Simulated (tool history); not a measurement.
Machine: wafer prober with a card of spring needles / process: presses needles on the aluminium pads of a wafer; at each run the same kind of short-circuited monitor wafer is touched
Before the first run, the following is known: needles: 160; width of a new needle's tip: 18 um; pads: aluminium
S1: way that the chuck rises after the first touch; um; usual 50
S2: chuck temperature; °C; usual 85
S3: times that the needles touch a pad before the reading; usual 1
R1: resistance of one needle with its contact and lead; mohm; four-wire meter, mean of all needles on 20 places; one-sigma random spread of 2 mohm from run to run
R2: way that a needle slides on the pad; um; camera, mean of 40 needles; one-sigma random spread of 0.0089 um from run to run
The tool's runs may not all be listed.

{"run": 1, "hour": 0.0, "S1": 50, "S2": 85, "S3": 1, "R1": 251, "R2": 7.428}
{"hour": 6.5, "done": "tips cleaned on abrasive film"}
{"hour": 17.1, "done": "tips cleaned on abrasive film"}
{"run": 2, "hour": 18.9, "S1": 50, "S2": 58, "S3": 1, "R1": 235, "R2": 7.307}
{"hour": 27.7, "done": "tips cleaned on abrasive film"}
{"hour": 38.9, "done": "tips cleaned on abrasive film"}
{"hour": 50.2, "done": "tips cleaned on abrasive film"}
{"run": 3, "hour": 52.1, "S1": 50, "S2": 85, "S3": 1, "R1": 239, "R2": 7.271}
{"hour": 61.3, "done": "tips cleaned on abrasive film"}
{"hour": 72.6, "done": "tips cleaned on abrasive film"}
{"hour": 83.9, "done": "tips cleaned on abrasive film"}
{"hour": 84.2, "done": "height of the first contact set anew"}
{"hour": 88.8, "done": "tips cleaned on abrasive film, once more"}
{"run": 4, "hour": 89.6, "S1": 50, "S2": 124, "S3": 1, "R1": 236, "R2": 7.585}
{"hour": 98.3, "done": "tips cleaned on abrasive film"}
{"hour": 109.3, "done": "tips cleaned on abrasive film"}
{"hour": 120.9, "done": "tips cleaned on abrasive film"}
{"hour": 130.7, "done": "tips cleaned on abrasive film"}
{"run": 5, "hour": 130.7, "S1": 50, "S2": 85, "S3": 1, "R1": 225, "R2": 7.547}
{"hour": 141.3, "done": "tips cleaned on abrasive film"}
{"hour": 152.9, "done": "tips cleaned on abrasive film"}
{"run": 6, "hour": 161.5, "S1": 66, "S2": 85, "S3": 1, "R1": 258, "R2": 9.964}
{"hour": 163.9, "done": "tips cleaned on abrasive film"}
{"hour": 175.1, "done": "tips cleaned on abrasive film"}
{"hour": 186.5, "done": "tips cleaned on abrasive film"}
{"run": 7, "hour": 194.5, "S1": 37, "S2": 85, "S3": 1, "R1": 342, "R2": 5.549}
{"hour": 196.9, "done": "tips cleaned on abrasive film"}
{"hour": 207.3, "done": "tips cleaned on abrasive film"}
{"hour": 218.8, "done": "tips cleaned on abrasive film"}
{"hour": 230.1, "done": "tips cleaned on abrasive film"}
{"run": 8, "hour": 235.5, "S1": 37, "S2": 85, "S3": 1, "R1": 318, "R2": 5.519}
{"hour": 240.2, "done": "tips cleaned on abrasive film"}
{"hour": 251.7, "done": "tips cleaned on abrasive film"}
{"run": 9, "hour": 258.5, "S1": 50, "S2": 97, "S3": 1, "R1": 281, "R2": 7.48}
{"hour": 262.8, "done": "tips cleaned on abrasive film"}
{"hour": 274.3, "done": "tips cleaned on abrasive film"}
{"run": 10, "hour": 277.0, "S1": 36, "S2": 97, "S3": 1, "R1": 287, "R2": 5.344}
{"hour": 283.9, "done": "tips cleaned on abrasive film"}
{"hour": 295.1, "done": "tips cleaned on abrasive film"}
{"hour": 306.6, "done": "tips cleaned on abrasive film"}
{"hour": 315.9, "done": "tips cleaned on abrasive film"}
{"run": 11, "hour": 320.1, "S1": 36, "S2": 97, "S3": 1, "R1": 316, "R2": 5.319}
{"hour": 327.1, "done": "tips cleaned on abrasive film"}
{"hour": 338.3, "done": "tips cleaned on abrasive film"}
{"hour": 349.8, "done": "tips cleaned on abrasive film"}
{"run": 12, "hour": 355.9, "S1": 36, "S2": 97, "S3": 1, "R1": 338, "R2": 5.296}
{"hour": 360.3, "done": "tips cleaned on abrasive film"}
{"hour": 371.0, "done": "tips cleaned on abrasive film"}
{"hour": 380.3, "done": "tips cleaned on abrasive film"}
{"run": 13, "hour": 385.4, "S1": 36, "S2": 97, "S3": 1, "R1": 320, "R2": 5.285}
{"hour": 391.4, "done": "tips cleaned on abrasive film"}
{"hour": 402.8, "done": "tips cleaned on abrasive film"}
{"hour": 414.3, "done": "tips cleaned on abrasive film"}
{"run": 14, "hour": 421.5, "S1": 36, "S2": 97, "S3": 1, "R1": 352, "R2": 5.272}
{"hour": 425.7, "done": "tips cleaned on abrasive film"}
{"hour": 436.7, "done": "tips cleaned on abrasive film"}
{"hour": 439.3, "done": "height of the first contact set anew"}
{"hour": 448.6, "done": "tips cleaned on abrasive film"}
{"hour": 459.7, "done": "tips cleaned on abrasive film"}
{"run": 15, "hour": 462.2, "S1": 36, "S2": 85, "S3": 1, "R1": 287, "R2": 5.43}
{"hour": 469.1, "done": "tips cleaned on abrasive film"}
{"hour": 480.7, "done": "tips cleaned on abrasive film"}
{"hour": 491.8, "done": "tips cleaned on abrasive film"}
{"hour": 503.4, "done": "tips cleaned on abrasive film"}
{"run": 16, "hour": 504.4, "S1": 50, "S2": 85, "S3": 2, "R1": 232, "R2": 7.548}
{"hour": 512.7, "done": "tips cleaned on abrasive film"}
{"hour": 524.0, "done": "tips cleaned on abrasive film"}
{"hour": 535.5, "done": "tips cleaned on abrasive film"}
{"hour": 545.4, "done": "tips cleaned on abrasive film"}
{"run": 17, "hour": 545.4, "S1": 50, "S2": 85, "S3": 2, "R1": 221, "R2": 7.512}
{"hour": 556.6, "done": "tips cleaned on abrasive film"}
{"hour": 565.9, "done": "tips cleaned on abrasive film"}
{"run": 18, "hour": 574.8, "S1": 50, "S2": 85, "S3": 1, "R1": 287, "R2": 7.494}
{"hour": 577.2, "done": "tips cleaned on abrasive film"}
{"hour": 588.1, "done": "tips cleaned on abrasive film"}
{"run": 19, "hour": 595.5, "S1": 55, "S2": 79, "S3": 2, "R1": 250, "R2": 8.251}
{"hour": 597.8, "done": "tips cleaned on abrasive film"}
{"hour": 609.3, "done": "tips cleaned on abrasive film"}
{"hour": 620.8, "done": "tips cleaned on abrasive film"}
{"hour": 630.1, "done": "tips cleaned on abrasive film"}
{"run": 20, "hour": 639.1, "S1": 55, "S2": 79, "S3": 2, "R1": 250, "R2": 8.201}
{"hour": 641.5, "done": "tips cleaned on abrasive film"}
{"hour": 653.0, "done": "tips cleaned on abrasive film"}
{"hour": 664.1, "done": "tips cleaned on abrasive film"}
{"hour": 673.6, "done": "tips cleaned on abrasive film"}
{"run": 21, "hour": 673.6, "S1": 30, "S2": 79, "S3": 2, "R1": 242, "R2": 4.42}
{"hour": 685.0, "done": "tips cleaned on abrasive film"}
{"hour": 696.5, "done": "tips cleaned on abrasive film"}
{"hour": 707.4, "done": "tips cleaned on abrasive film"}
{"run": 22, "hour": 713.8, "S1": 30, "S2": 79, "S3": 2, "R1": 339, "R2": 4.388}
{"hour": 718.5, "done": "tips cleaned on abrasive film"}
{"hour": 729.9, "done": "tips cleaned on abrasive film"}
{"hour": 741.3, "done": "tips cleaned on abrasive film"}
{"hour": 750.6, "done": "tips cleaned on abrasive film"}
{"run": 23, "hour": 754.2, "S1": 50, "S2": 32, "S3": 2, "R1": 235, "R2": 7.393}
{"hour": 760.8, "done": "tips cleaned on abrasive film"}
{"hour": 771.9, "done": "tips cleaned on abrasive film"}
{"run": 24, "hour": 773.2, "S1": 50, "S2": 32, "S3": 2, "R1": 219, "R2": 7.373}
{"hour": 781.9, "done": "tips cleaned on abrasive film"}
{"hour": 793.4, "done": "tips cleaned on abrasive film"}
{"hour": 793.7, "done": "height of the first contact set anew"}
{"hour": 805.3, "done": "tips cleaned on abrasive film"}
{"hour": 816.0, "done": "tips cleaned on abrasive film"}
{"run": 25, "hour": 816.0, "S1": 46, "S2": 66, "S3": 2, "R1": 223, "R2": 6.949}
{"hour": 827.4, "done": "tips cleaned on abrasive film"}
{"hour": 838.5, "done": "tips cleaned on abrasive film"}
{"run": 26, "hour": 840.5, "S1": 46, "S2": 66, "S3": 2, "R1": 234, "R2": 6.944}
{"hour": 849.4, "done": "tips cleaned on abrasive film"}
{"hour": 860.6, "done": "tips cleaned on abrasive film"}
{"run": 27, "hour": 866.1, "S1": 36, "S2": 110, "S3": 1, "R1": 326, "R2": 5.427}

Each row is a separate what-if for the run after 27, all from the same tool condition, not one after another. Results?
{"hour": 870.3, "done": "tips cleaned on abrasive film"}
{"hour": 881.9, "done": "tips cleaned on abrasive film"}
{"hour": 893.3, "done": "tips cleaned on abrasive film"}
{"hour": 904.8, "done": "tips cleaned on abrasive film"}
{"run": "A", "hour": 905.5, "S1": 58, "S2": 55, "S3": 1, "R1": "?", "R2": "?"}
{"hour": 870.3, "done": "tips cleaned on abrasive film"}
{"hour": 881.9, "done": "tips cleaned on abrasive film"}
{"hour": 893.3, "done": "tips cleaned on abrasive film"}
{"hour": 904.8, "done": "tips cleaned on abrasive film"}
{"run": "B", "hour": 905.5, "S1": 69, "S2": 85, "S3": 1, "R1": "?", "R2": "?"}
{"hour": 870.3, "done": "tips cleaned on abrasive film"}
{"hour": 881.9, "done": "tips cleaned on abrasive film"}
{"hour": 893.3, "done": "tips cleaned on abrasive film"}
{"hour": 904.8, "done": "tips cleaned on abrasive film"}
{"run": "C", "hour": 905.5, "S1": 31, "S2": 44, "S3": 2, "R1": "?", "R2": "?"}
{"hour": 870.3, "done": "tips cleaned on abrasive film"}
{"hour": 881.9, "done": "tips cleaned on abrasive film"}
{"hour": 893.3, "done": "tips cleaned on abrasive film"}
{"hour": 904.8, "done": "tips cleaned on abrasive film"}
{"run": "D", "hour": 905.5, "S1": 32, "S2": 110, "S3": 2, "R1": "?", "R2": "?"}

run=A R1=220 R2=8.714
run=B R1=218 R2=10.402
run=C R1=239 R2=4.635
run=D R1=259 R2=4.787
What these runs would have given with no unlogged condition in the tool:
run=A R1=205 R2=8.779
run=B R1=208 R2=10.467
run=C R1=210 R2=4.700
run=D R1=232 R2=4.852
